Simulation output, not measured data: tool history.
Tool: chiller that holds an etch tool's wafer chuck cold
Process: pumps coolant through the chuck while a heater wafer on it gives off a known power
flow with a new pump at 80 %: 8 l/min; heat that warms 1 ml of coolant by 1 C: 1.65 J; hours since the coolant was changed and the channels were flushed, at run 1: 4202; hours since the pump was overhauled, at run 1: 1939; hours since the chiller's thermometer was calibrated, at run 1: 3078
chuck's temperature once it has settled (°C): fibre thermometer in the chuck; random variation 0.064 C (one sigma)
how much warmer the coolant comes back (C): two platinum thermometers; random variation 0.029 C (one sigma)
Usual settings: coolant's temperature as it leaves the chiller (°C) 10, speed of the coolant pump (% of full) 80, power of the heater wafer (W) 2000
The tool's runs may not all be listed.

run	day	coolant's temperature as it leaves the chiller (°C)	speed of the coolant pump (% of full)	power of the heater wafer (W)	hours since the coolant was changed and the channels were flushed	hours since the pump was overhauled	hours since the chiller's thermometer was calibrated	chuck's temperature once it has settled (°C)	how much warmer the coolant comes back (C)
1	0	10	80	2000	4202	1939	3078	25.36	9.22
2	2.762	10	80	2000	4268	2006	3144	25.16	9.21
3	7.112	10	80	2000	4373	2110	3249	25.26	9.24
4	10.817	10	80	2000	4461	2199	3337	25.28	9.25
# day 13.067: chiller's thermometer calibrated
5	15.888	10	84	2000	4582	2320	68	25.14	8.76
6	19.188	10	80	2000	4661	2399	147	25.67	9.23
7	21.442	10	95	2000	4715	2453	201	24	7.74
8	24.35	10	80	2000	4785	2523	271	25.62	9.24
9	28.188	10	80	2000	4877	2615	363	25.67	9.23
10	32.379	10	80	2000	4978	2716	464	25.72	9.25
11	36.133	10	80	2000	5068	2806	554	25.7	9.26
12	40.912	10	80	2000	5183	2920	668	25.75	9.28
13	44.508	10	80	2000	5269	3007	755	25.66	9.26
14	47.667	7	80	2000	5345	3083	830	22.68	9.31
15	52.838	7	69	1482	5469	3207	955	20	8.01
16	54.983	10	81	2000	5520	3258	1006	25.69	9.21
17	59.992	9	81	1382	5641	3378	1126	19.67	6.35
# day 62.604: coolant changed, channels flushed
18	65.333	9	65	1270	65	3500	1248	19.84	7.32
19	69.146	9	65	1270	157	3592	1340	20.03	7.43
20	73.733	9	65	1270	267	3702	1450	20.08	7.34
21	77.121	6	65	2536	348	3783	1531	28.09	14.72

Hidden state or all else? Some run-to-run changes of chuck's temperature once it has settled (°C), split into what the settings, what came in and random variation would give without the hidden state, and what is left for the hidden state (with any gauge scatter that isn't in both results):
The hidden state here: heat passed by the chuck's channels, % of clean ones'; flow at a given pump speed, % of a new pump's; coolant's true temperature over the reading, C; drift of the gauge itself on chuck_c, C; drift of the gauge itself on warmer_back_c, C.
Run 4 -> 5: speed of the coolant pump (% of full) 80 -> 84, chiller's thermometer calibrated. chuck's temperature once it has settled (°C) -0.14: hidden state +0.33, all else -0.47.
Run 16 -> 17: coolant's temperature as it leaves the chiller (°C) 10 -> 9, power of the heater wafer (W) 2000 -> 1382. chuck's temperature once it has settled (°C) -6.02: hidden state -0.33, all else -5.69.
Run 17 -> 18: speed of the coolant pump (% of full) 81 -> 65, power of the heater wafer (W) 1382 -> 1270, coolant changed, channels flushed. chuck's temperature once it has settled (°C) +0.17: hidden state -0.6, all else +0.77.
Run 20 -> 21: coolant's temperature as it leaves the chiller (°C) 9 -> 6, power of the heater wafer (W) 1270 -> 2536. chuck's temperature once it has settled (°C) +8.01: hidden state +0.25, all else +7.76.
